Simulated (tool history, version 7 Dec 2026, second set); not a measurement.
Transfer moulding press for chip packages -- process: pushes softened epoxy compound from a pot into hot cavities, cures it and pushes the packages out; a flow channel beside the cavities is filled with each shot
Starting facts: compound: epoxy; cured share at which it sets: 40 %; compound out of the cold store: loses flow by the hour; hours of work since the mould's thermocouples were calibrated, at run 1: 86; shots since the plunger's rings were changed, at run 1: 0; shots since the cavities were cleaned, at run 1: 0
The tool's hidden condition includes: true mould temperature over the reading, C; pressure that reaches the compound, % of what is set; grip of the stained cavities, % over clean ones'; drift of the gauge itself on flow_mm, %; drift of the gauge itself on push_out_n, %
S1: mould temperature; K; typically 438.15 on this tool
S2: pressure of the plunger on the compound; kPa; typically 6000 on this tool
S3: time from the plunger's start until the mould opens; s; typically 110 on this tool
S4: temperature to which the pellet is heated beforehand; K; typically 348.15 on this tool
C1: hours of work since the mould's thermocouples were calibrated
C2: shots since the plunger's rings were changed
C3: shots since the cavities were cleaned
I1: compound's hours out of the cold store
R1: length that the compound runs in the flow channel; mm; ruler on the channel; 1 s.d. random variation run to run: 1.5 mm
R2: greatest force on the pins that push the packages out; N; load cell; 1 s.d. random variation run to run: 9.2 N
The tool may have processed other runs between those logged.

run	hour	S1	S2	S3	S4	C1	C2	C3	I1	R1	R2
1	0.0	438.15	6000	110	348.15	86	0	0	18.8	824	415
2	22.0	438.15	6000	110	348.15	100	220	220	17.7	823	584
3	32.0	438.15	6000	110	348.15	106	319	319	20.4	805	642
4	47.6	438.15	6000	110	348.15	116	475	475	11.8	852	684
5	63.2	438.15	6000	110	348.15	125	631	631	27.6	774	711
6	81.7	440.15	6000	110	348.15	137	816	816	27.9	761	698
7	95.6	440.15	6000	110	348.15	146	955	955	23.5	781	726
# hour 108.8: cavities cleaned with cleaning compound and waxed
8	110.7	439.15	6000	110	348.15	154	1091	19	11.5	845	931
9	131.3	438.15	6000	110	348.15	167	1297	225	41.6	707	891
10	146.2	438.15	6000	110	348.15	176	1445	373	22.9	789	891
11	163.8	438.15	6000	110	348.15	187	1621	549	27.7	767	867
12	179.4	438.15	6000	110	348.15	197	1777	705	35.1	730	810
# hour 184.7: cavities cleaned with cleaning compound and waxed, once more
13	193.6	438.15	6000	110	348.15	204	1904	89	43.9	691	489
14	209.8	438.15	6000	110	348.15	214	2066	251	44.8	688	544
15	229.0	438.15	6000	110	348.15	226	2257	442	29.6	750	670
16	245.0	438.15	6000	110	348.15	236	2417	602	15.8	814	709
17	254.2	438.15	4680	133	348.15	242	2509	694	34.2	644	653
18	265.2	435.15	6000	131	343.15	249	2619	804	30.4	760	721
19	275.6	436.15	6260	98	340.15	255	2723	908	41.8	720	978
# hour 292.5: cavities cleaned with cleaning compound and waxed
20	298.8	436.15	5210	108	342.15	269	2940	63	18.7	749	541
21	308.4	443.15	6000	106	348.15	275	3035	158	31.3	717	487
22	317.3	431.15	6000	114	348.15	280	3125	248	19.2	830	850
23	338.7	432.15	6000	95	351.15	293	3338	461	22.6	808	1343
# hour 356.2: plunger's sealing rings changed
24	361.5	443.15	6000	95	347.15	306	53	664	11.1	832	715
25	380.0	443.15	6000	95	347.15	318	238	849	42.8	689	707
26	399.7	443.15	6000	95	347.15	330	434	1045	21.3	781	770
# hour 404.2: cavities cleaned with cleaning compound and waxed
27	416.3	443.15	6000	95	347.15	339	585	121	45.3	678	469
28	433.0	443.15	6000	127	339.15	349	752	288	44.7	679	551

Alternative continuations, all from the tool just after run 28; predict every row:
A	448.0	438.15	6000	96	348.15	359	902	438	15.5	?	?
B	448.0	438.15	7490	110	342.15	359	902	438	13.5	?	?
C	448.0	432.15	7040	102	339.15	359	902	438	20.8	?	?
D	448.0	443.15	6000	127	357.15	359	902	438	19.0	?	?
E	448.0	438.15	6000	144	348.15	359	902	438	34.8	?	?

run	R1	R2
A	828	788
B	939	669
C	904	1116
D	788	617
E	737	595
Take away the tool's hidden state, keep each run's random variation, and the runs would have read:
run	R1	R2
A	840	497
B	953	414
C	917	715
D	798	370
E	748	358
